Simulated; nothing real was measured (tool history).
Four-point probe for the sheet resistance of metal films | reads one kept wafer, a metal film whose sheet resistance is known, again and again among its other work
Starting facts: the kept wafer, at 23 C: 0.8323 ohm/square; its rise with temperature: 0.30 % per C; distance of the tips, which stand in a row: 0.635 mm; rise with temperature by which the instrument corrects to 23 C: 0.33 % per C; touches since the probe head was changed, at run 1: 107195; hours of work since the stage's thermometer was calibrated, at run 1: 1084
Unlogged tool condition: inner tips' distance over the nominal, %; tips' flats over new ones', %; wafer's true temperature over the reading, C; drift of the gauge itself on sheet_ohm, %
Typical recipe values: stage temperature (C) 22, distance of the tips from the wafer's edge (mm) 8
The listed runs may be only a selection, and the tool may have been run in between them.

run,day,stage temperature (C),distance of the tips from the wafer's edge (mm),touches since the probe head was changed,hours of work since the stage's thermometer was calibrated,sheet resistance as the instrument gives it (ohm/square)
1,0.000,22,8,107195,1084,0.831441
2,2.604,22,8,109729,1115,0.831696
3,5.038,22,8,112101,1144,0.831105
4,7.142,34,8,114149,1169,0.828232
5,10.762,34,8,117677,1212,0.828277
6,12.850,22,8,119710,1237,0.830749
# day 14.188: new probe head fitted
7,17.471,22,8,3196,1292,0.836665
8,21.808,22,8,7419,1344,0.836339
9,25.671,22,8,11181,1390,0.835964
10,28.004,22,8,13457,1418,0.836003
11,30.667,22,8,16047,1449,0.835986
12,34.971,22,27,20240,1501,0.832707
13,39.425,22,27,24580,1554,0.833080
14,42.188,22,27,27269,1587,0.832993
15,46.146,22,27,31127,1634,0.832352
16,48.908,30,27,33816,1667,0.830458
# day 51.779: stage's thermometer calibrated
17,52.433,30,27,37229,8,0.831498
18,57.208,30,27,41880,65,0.831476
19,60.871,22,17,45448,109,0.833539
20,63.450,22,17,47959,139,0.833371
21,65.838,22,17,50282,168,0.833280
22,70.354,22,17,54683,222,0.833123
23,74.042,32,21,58276,266,0.830383
24,78.358,25,6,62480,318,0.836507
25,82.525,27,22,66536,367,0.831101
26,87.204,25,8,71093,423,0.834097
27,89.458,25,8,73290,450,0.833703
28,92.329,25,8,76084,484,0.833462
29,95.025,33,5,78710,517,0.835805
30,98.075,24,8,81683,553,0.833380
31,101.829,22,8,85336,598,0.833671
32,105.117,29,65,88539,637,0.829268
33,108.675,22,65,92007,680,0.830799
34,112.838,29,27,96060,730,0.829325
35,117.233,34,10,100341,782,0.829276
36,120.554,27,7,103574,822,0.832800

Forecast run 37:
37,125.312,27,7,108211,879,?

{"run 37": {"sheet resistance as the instrument gives it (ohm/square)": 0.832994}}
Had the tool carried no hidden state, the very same run would have given sheet resistance as the instrument gives it (ohm/square) 0.835434.

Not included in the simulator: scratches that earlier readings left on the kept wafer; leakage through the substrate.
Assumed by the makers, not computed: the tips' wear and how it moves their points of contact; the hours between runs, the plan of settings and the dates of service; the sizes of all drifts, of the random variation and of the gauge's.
